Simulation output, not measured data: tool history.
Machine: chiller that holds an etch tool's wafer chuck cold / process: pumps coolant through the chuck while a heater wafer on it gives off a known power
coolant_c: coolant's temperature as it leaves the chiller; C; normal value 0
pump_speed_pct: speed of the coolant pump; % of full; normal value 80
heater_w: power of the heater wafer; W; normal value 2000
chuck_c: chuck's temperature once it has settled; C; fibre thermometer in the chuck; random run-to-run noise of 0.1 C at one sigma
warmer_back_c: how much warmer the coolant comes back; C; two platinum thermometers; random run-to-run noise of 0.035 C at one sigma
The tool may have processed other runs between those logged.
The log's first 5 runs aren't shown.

Run 6, hour 799.4: usual settings but coolant_c 9 C. Result: chuck_c 31.6 C, warmer_back_c 6.41 C.
Run 7, hour 949.6: usual settings but pump_speed_pct 87 % of full. Result: chuck_c 21.4 C, warmer_back_c 5.85 C.
Run 8, hour 1048.1: usual settings but pump_speed_pct 87 % of full, heater_w 1860 W. Result: chuck_c 20.0 C, warmer_back_c 5.49 C.
Run 9, hour 1254.6: usual settings but coolant_c 6 C. Result: chuck_c 29.1 C, warmer_back_c 6.46 C.
Run 10, hour 1420.1: usual settings but coolant_c 6 C. Result: chuck_c 29.1 C, warmer_back_c 6.46 C.
Run 11, hour 1544.3: usual settings but coolant_c 6 C. Result: chuck_c 29.1 C, warmer_back_c 6.47 C.
Run 12, hour 1743.4: usual settings but coolant_c 2 C. Result: chuck_c 25.3 C, warmer_back_c 6.48 C.
Run 13, hour 1840.2: usual settings but coolant_c 2 C. Result: chuck_c 25.1 C, warmer_back_c 6.45 C.
Run 14, hour 2001.2: usual settings but coolant_c 2 C. Result: chuck_c 25.4 C, warmer_back_c 6.50 C.
Run 15, hour 2218.6: usual settings but coolant_c 2 C. Result: chuck_c 25.5 C, warmer_back_c 6.54 C.
At hour 2342.5: chiller's thermometer calibrated.
Run 16, hour 2412.7: usual settings but coolant_c 2 C. Result: chuck_c 25.8 C, warmer_back_c 6.56 C.
Run 17, hour 2564.7: usual settings but coolant_c 2 C, pump_speed_pct 77 % of full, heater_w 1271 W. Result: chuck_c 17.8 C, warmer_back_c 4.38 C.
Run 18, hour 2711.9: usual settings but coolant_c 3 C, pump_speed_pct 78 % of full, heater_w 2682 W. Result: chuck_c 35.8 C, warmer_back_c 9.20 C.
Run 19, hour 2896.9: usual settings but coolant_c 3 C, pump_speed_pct 78 % of full, heater_w 2682 W. Result: chuck_c 36.4 C, warmer_back_c 9.13 C.
Run 20, hour 3088.5: usual settings but coolant_c 3 C, pump_speed_pct 78 % of full, heater_w 2682 W. Result: chuck_c 36.2 C, warmer_back_c 9.18 C.
Run 21, hour 3287.8: usual settings but pump_speed_pct 92 % of full. Result: chuck_c 22.2 C, warmer_back_c 5.67 C.
Run 22, hour 3385.5: usual settings but coolant_c -8 C, pump_speed_pct 66 % of full. Result: chuck_c 20.0 C, warmer_back_c 8.22 C.
Run 23, hour 3528.3: usual settings but coolant_c -8 C, pump_speed_pct 66 % of full. Result: chuck_c 20.1 C, warmer_back_c 8.26 C.

For run 24, what comes out?
Run 24, hour 3623.8: usual settings but coolant_c 2 C, pump_speed_pct 81 % of full, heater_w 1265 W. Result: chuck_c ?, warmer_back_c ?.

{"run 24": {"chuck_c": 17.5, "warmer_back_c": 4.13}}
The same run, on a tool lacking any hidden state, would have yielded chuck_c 14.4 C, warmer_back_c 3.79 C.

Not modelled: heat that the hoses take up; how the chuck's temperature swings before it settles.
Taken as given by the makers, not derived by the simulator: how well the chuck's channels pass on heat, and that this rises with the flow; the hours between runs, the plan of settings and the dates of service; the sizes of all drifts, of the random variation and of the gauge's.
